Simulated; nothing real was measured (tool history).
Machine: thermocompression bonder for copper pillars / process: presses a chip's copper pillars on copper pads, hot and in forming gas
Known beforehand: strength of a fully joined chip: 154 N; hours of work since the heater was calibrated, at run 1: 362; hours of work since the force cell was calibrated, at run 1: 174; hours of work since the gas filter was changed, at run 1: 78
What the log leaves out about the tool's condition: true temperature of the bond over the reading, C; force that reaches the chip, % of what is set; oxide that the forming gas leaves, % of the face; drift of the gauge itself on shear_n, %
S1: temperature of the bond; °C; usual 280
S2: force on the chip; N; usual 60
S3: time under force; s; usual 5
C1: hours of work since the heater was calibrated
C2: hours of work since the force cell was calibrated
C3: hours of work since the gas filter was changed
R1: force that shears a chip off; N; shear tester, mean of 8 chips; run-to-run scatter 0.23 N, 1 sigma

run 1 hour=0.0 | S1=280 S2=60 S3=5 | C1=362 C2=174 C3=78 | R1=69.0
run 2 hour=11.1 | S1=280 S2=60 S3=5 | C1=371 C2=182 C3=86 | R1=68.9
run 3 hour=21.0 | S1=280 S2=60 S3=5 | C1=378 C2=190 C3=93 | R1=69.0
run 4 hour=28.3 | S1=280 S2=60 S3=5 | C1=383 C2=195 C3=99 | R1=68.6
-- hour=34.8 forming gas filter changed
run 5 hour=35.9 | S1=280 S2=38 S3=5 | C1=389 C2=201 C3=1 | R1=41.4
run 6 hour=48.6 | S1=280 S2=38 S3=5 | C1=398 C2=210 C3=10 | R1=41.2
run 7 hour=61.8 | S1=308 S2=60 S3=5 | C1=408 C2=220 C3=20 | R1=95.5
run 8 hour=73.7 | S1=280 S2=60 S3=5 | C1=417 C2=229 C3=29 | R1=69.9
run 9 hour=85.0 | S1=280 S2=60 S3=5 | C1=426 C2=238 C3=38 | R1=70.5
run 10 hour=92.4 | S1=280 S2=60 S3=5 | C1=431 C2=243 C3=43 | R1=69.8
run 11 hour=101.2 | S1=280 S2=60 S3=3 | C1=438 C2=250 C3=50 | R1=57.3
run 12 hour=115.2 | S1=280 S2=60 S3=5 | C1=448 C2=260 C3=61 | R1=69.4
run 13 hour=130.3 | S1=280 S2=60 S3=5 | C1=460 C2=272 C3=72 | R1=69.3
run 14 hour=142.3 | S1=280 S2=60 S3=5 | C1=469 C2=281 C3=81 | R1=69.0
run 15 hour=149.8 | S1=280 S2=39 S3=5 | C1=475 C2=286 C3=87 | R1=41.8
run 16 hour=163.4 | S1=280 S2=60 S3=8 | C1=485 C2=296 C3=97 | R1=81.0
-- hour=173.3 forming gas filter changed
run 17 hour=179.1 | S1=280 S2=60 S3=5 | C1=496 C2=308 C3=4 | R1=70.4
run 18 hour=187.4 | S1=280 S2=60 S3=5 | C1=502 C2=314 C3=11 | R1=69.8
run 19 hour=200.4 | S1=280 S2=60 S3=5 | C1=512 C2=324 C3=20 | R1=69.9
run 20 hour=206.8 | S1=280 S2=60 S3=5 | C1=517 C2=329 C3=25 | R1=69.5
run 21 hour=214.3 | S1=280 S2=60 S3=5 | C1=523 C2=334 C3=31 | R1=69.6
run 22 hour=222.2 | S1=280 S2=60 S3=5 | C1=529 C2=340 C3=37 | R1=69.9
run 23 hour=230.4 | S1=306 S2=37 S3=6 | C1=535 C2=346 C3=43 | R1=60.3
run 24 hour=241.7 | S1=270 S2=68 S3=12 | C1=543 C2=355 C3=51 | R1=93.0
run 25 hour=250.6 | S1=302 S2=60 S3=5 | C1=550 C2=362 C3=58 | R1=89.3
run 26 hour=263.9 | S1=302 S2=60 S3=5 | C1=560 C2=372 C3=68 | R1=88.8
run 27 hour=274.3 | S1=295 S2=59 S3=14 | C1=568 C2=380 C3=76 | R1=109.6
run 28 hour=289.2 | S1=257 S2=86 S3=10 | C1=579 C2=391 C3=87 | R1=92.7
run 29 hour=299.0 | S1=257 S2=86 S3=10 | C1=586 C2=398 C3=95 | R1=92.7
-- hour=311.0 forming gas filter changed
run 30 hour=314.3 | S1=260 S2=55 S3=5 | C1=597 C2=409 C3=2 | R1=47.4
run 31 hour=323.9 | S1=269 S2=78 S3=5 | C1=605 C2=416 C3=10 | R1=80.6
run 32 hour=331.3 | S1=280 S2=60 S3=3 | C1=610 C2=422 C3=15 | R1=57.4
run 33 hour=342.1 | S1=278 S2=89 S3=13 | C1=618 C2=430 C3=23 | R1=124.5
run 34 hour=356.4 | S1=300 S2=60 S3=5 | C1=629 C2=441 C3=34 | R1=87.3
run 35 hour=369.8 | S1=255 S2=49 S3=3 | C1=639 C2=451 C3=44 | R1=30.0
run 36 hour=384.0 | S1=255 S2=49 S3=3 | C1=650 C2=462 C3=55 | R1=29.7
run 37 hour=394.0 | S1=255 S2=49 S3=3 | C1=657 C2=469 C3=62 | R1=29.7
run 38 hour=401.9 | S1=278 S2=83 S3=7 | C1=663 C2=475 C3=68 | R1=101.7
run 39 hour=408.6 | S1=278 S2=83 S3=7 | C1=668 C2=480 C3=73 | R1=101.4
run 40 hour=423.4 | S1=278 S2=83 S3=8 | C1=680 C2=491 C3=85 | R1=105.0
run 41 hour=437.9 | S1=278 S2=83 S3=8 | C1=690 C2=502 C3=95 | R1=104.5

Consider 3 possible next runs. They are alternatives, not a sequence: every one starts from the tool as it was left by run 41. What does each give?
-- hour=449.6 forming gas filter changed
run A hour=451.6 | S1=278 S2=83 S3=15 | C1=700 C2=512 C3=1 | R1=?
-- hour=449.6 forming gas filter changed
run B hour=451.6 | S1=278 S2=78 S3=7 | C1=700 C2=512 C3=1 | R1=?
-- hour=449.6 forming gas filter changed
run C hour=451.6 | S1=278 S2=79 S3=3 | C1=700 C2=512 C3=1 | R1=?

run=A R1=123.6
run=B R1=98.0
run=C R1=75.9
What these runs would have given with no unlogged condition in the tool:
run=A R1=125.1
run=B R1=99.7
run=C R1=77.6

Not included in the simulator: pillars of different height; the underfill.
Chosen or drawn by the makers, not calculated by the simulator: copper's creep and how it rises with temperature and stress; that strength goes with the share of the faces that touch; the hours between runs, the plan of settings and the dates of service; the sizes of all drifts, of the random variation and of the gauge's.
